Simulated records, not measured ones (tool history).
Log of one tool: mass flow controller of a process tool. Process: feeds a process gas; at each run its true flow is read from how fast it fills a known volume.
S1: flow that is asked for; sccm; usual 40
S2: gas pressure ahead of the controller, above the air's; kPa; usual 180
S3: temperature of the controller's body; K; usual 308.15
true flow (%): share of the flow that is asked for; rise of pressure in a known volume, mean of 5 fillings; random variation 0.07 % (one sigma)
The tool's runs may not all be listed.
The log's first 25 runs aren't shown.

Run 26, day 270.917: usual settings but S2 206 kPa, S3 299.15 K. Result: true flow (%) 99.67.
Run 27, day 277.583: usual settings but S2 206 kPa, S3 299.15 K. Result: true flow (%) 99.69.
Run 28, day 289.25: usual settings but S1 43 sccm, S2 191 kPa, S3 299.15 K. Result: true flow (%) 99.81.
Run 29, day 301.896: usual settings but S1 20 sccm, S2 154 kPa. Result: true flow (%) 98.82.
Run 30, day 313.338: usual settings but S1 20 sccm, S2 154 kPa. Result: true flow (%) 99.01.
Run 31, day 327.983: usual settings but S1 20 sccm, S2 154 kPa. Result: true flow (%) 98.9.
Run 32, day 339.842: usual settings but S1 12 sccm, S2 192 kPa. Result: true flow (%) 98.46.
Run 33, day 355.396: usual settings but S2 196 kPa. Result: true flow (%) 99.28.
Run 34, day 369.683: usual settings but S1 24 sccm, S2 196 kPa, S3 305.15 K. Result: true flow (%) 98.95.
Run 35, day 383.638: usual settings but S2 185 kPa, S3 302.15 K. Result: true flow (%) 99.52.
Run 36, day 392.433: usual settings but S1 8 sccm, S2 170 kPa, S3 305.15 K. Result: true flow (%) 98.49.
Run 37, day 401.208: usual settings but S1 8 sccm, S2 192 kPa. Result: true flow (%) 98.31.
Run 38, day 414.125: usual settings but S1 8 sccm, S2 192 kPa. Result: true flow (%) 98.37.
Run 39, day 423.896: usual settings but S1 8 sccm, S2 192 kPa. Result: true flow (%) 98.31.
Run 40, day 434.183: usual settings but S2 228 kPa, S3 305.15 K. Result: true flow (%) 99.2.
Run 41, day 448.971: usual settings but S2 228 kPa, S3 305.15 K. Result: true flow (%) 99.18.
Run 42, day 458.542: usual settings but S1 5 sccm, S3 306.15 K. Result: true flow (%) 98.38.
Run 43, day 474.662: usual settings but S3 309.15 K. Result: true flow (%) 99.35.
Run 44, day 488.421: usual settings but S2 233 kPa, S3 305.15 K. Result: true flow (%) 99.13.
Run 45, day 502.208: usual settings but S2 233 kPa, S3 305.15 K. Result: true flow (%) 99.28.
Run 46, day 515.154: usual settings but S1 6 sccm, S3 293.15 K. Result: true flow (%) 99.02.
Run 47, day 530.833: usual settings but S1 6 sccm, S3 310.15 K. Result: true flow (%) 98.26.
Run 48, day 542.492: usual settings but S1 39 sccm, S2 223 kPa, S3 297.15 K. Result: true flow (%) 99.48.
Run 49, day 553.146: usual settings but S1 39 sccm, S2 223 kPa, S3 297.15 K. Result: true flow (%) 99.5.

3 ways to go on from here, each from the tool as it stands after run 49. What would each give?
Run A, day 566.492: usual settings but S1 34 sccm, S2 218 kPa, S3 309.15 K. Result: true flow (%) ?.
Run B, day 566.492: usual settings but S1 6 sccm. Result: true flow (%) ?.
Run C, day 566.492: usual settings but S1 20 sccm, S2 226 kPa, S3 297.15 K. Result: true flow (%) ?.

run  true flow (%)
  A           98.9
  B           98.4
  C          98.97
Without the tool's hidden state the same runs would have given:
run  true flow (%)
  A          98.91
  B          98.43
  C          98.99
